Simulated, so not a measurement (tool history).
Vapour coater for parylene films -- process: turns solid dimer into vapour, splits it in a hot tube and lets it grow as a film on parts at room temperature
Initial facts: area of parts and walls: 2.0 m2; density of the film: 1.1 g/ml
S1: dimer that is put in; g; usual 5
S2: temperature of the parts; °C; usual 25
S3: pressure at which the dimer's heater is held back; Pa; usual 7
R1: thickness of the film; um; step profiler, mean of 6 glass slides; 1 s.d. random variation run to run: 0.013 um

run,hour,S1,S2,S3,R1
1,0,5,25,7,1.62
2,28.7,5,25,7,1.61
3,63.3,5,25,7,1.61
4,99.7,6,25,7,1.93
5,138.7,5,25,3.98,1.72
6,159,5,25,3.98,1.72
7,189.4,5,25,4.51,1.73
8,208.9,5,25,4.51,1.67
9,248.1,5,25,7,1.56
10,265.2,5,25,7,1.56
11,301.3,5,30,2.46,1.46
12,337.3,8,25,7,2.47
# hour 366.7: trap's valve overhauled
13,372.1,5,37,6.01,1.01
14,410.4,5,37,6.01,0.97
15,443.6,2,26,3.02,0.73
16,476.1,3,21,4.44,1.27
17,492.8,3,31,4.99,0.79
18,528.1,3,31,4.99,0.77
19,555.6,5,29,3.25,1.51

What if the next run were any one of these 5? Each begins from the tool's condition after run 19:
A,580.5,5,25,11.02,?
B,580.5,4,24,3.15,?
C,580.5,5,19,5.71,?
D,580.5,8,28,4.77,?
E,580.5,8,29,3.25,?

run,R1
A,1.51
B,1.51
C,2.13
D,2.39
E,2.42
The same runs, with their run-to-run variation unchanged, on a tool lacking any hidden condition would have given:
run,R1
A,1.55
B,1.55
C,2.22
D,2.45
E,2.48
